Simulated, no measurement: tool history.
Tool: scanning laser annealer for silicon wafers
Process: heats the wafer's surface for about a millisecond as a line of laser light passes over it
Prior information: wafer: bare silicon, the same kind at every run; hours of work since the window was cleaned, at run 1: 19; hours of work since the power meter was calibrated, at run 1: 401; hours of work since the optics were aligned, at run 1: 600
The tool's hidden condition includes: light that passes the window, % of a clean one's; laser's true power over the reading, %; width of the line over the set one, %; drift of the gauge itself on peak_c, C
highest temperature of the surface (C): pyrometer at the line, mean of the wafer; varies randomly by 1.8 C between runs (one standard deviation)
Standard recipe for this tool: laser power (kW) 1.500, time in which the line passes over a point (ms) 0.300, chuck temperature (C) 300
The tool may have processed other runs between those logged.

run,hour,laser power (kW),time in which the line passes over a point (ms),chuck temperature (C),hours of work since the window was cleaned,hours of work since the power meter was calibrated,hours of work since the optics were aligned,highest temperature of the surface (C)
1,0.0,1.500,0.300,300,19,401,600,1022
2,6.9,1.500,0.300,300,24,405,605,1021
3,20.1,1.473,0.300,300,33,414,614,1004
4,32.9,1.473,0.300,300,41,423,622,1003
5,48.4,1.473,0.300,300,52,433,633,1006
6,62.2,1.473,0.300,300,61,443,642,1007
7,75.0,1.473,0.300,300,70,451,651,1008
8,90.7,1.638,0.300,300,81,462,661,1104
9,103.4,1.500,0.300,300,89,471,670,1019
10,113.8,1.500,0.300,300,96,478,677,1018
11,129.2,1.500,0.300,300,107,488,687,1019
12,142.9,1.500,0.282,278,116,497,697,979
13,150.0,1.500,0.282,278,121,502,702,979
14,159.4,1.444,0.237,321,127,508,708,938
15,170.6,1.544,0.253,281,135,516,715,974
16,186.1,1.536,0.349,340,145,527,726,1132
17,194.6,1.542,0.238,302,151,532,732,974
18,205.7,1.542,0.238,302,158,540,739,971
19,221.6,1.542,0.238,302,169,551,750,971

What if the next run were any one of these 5? Each begins from the tool's condition after run 19:
A,234.0,1.572,0.289,300,178,559,758,?
B,234.0,1.500,0.300,265,178,559,758,?
C,234.0,1.542,0.243,302,178,559,758,?
D,234.0,1.298,0.300,297,178,559,758,?
E,234.0,1.498,0.215,296,178,559,758,?

run,highest temperature of the surface (C)
A,1048
B,986
C,980
D,901
E,913
The same runs, with their run-to-run variation unchanged, on a tool lacking any hidden condition would have given:
run,highest temperature of the surface (C)
A,1049
B,986
C,980
D,902
E,913
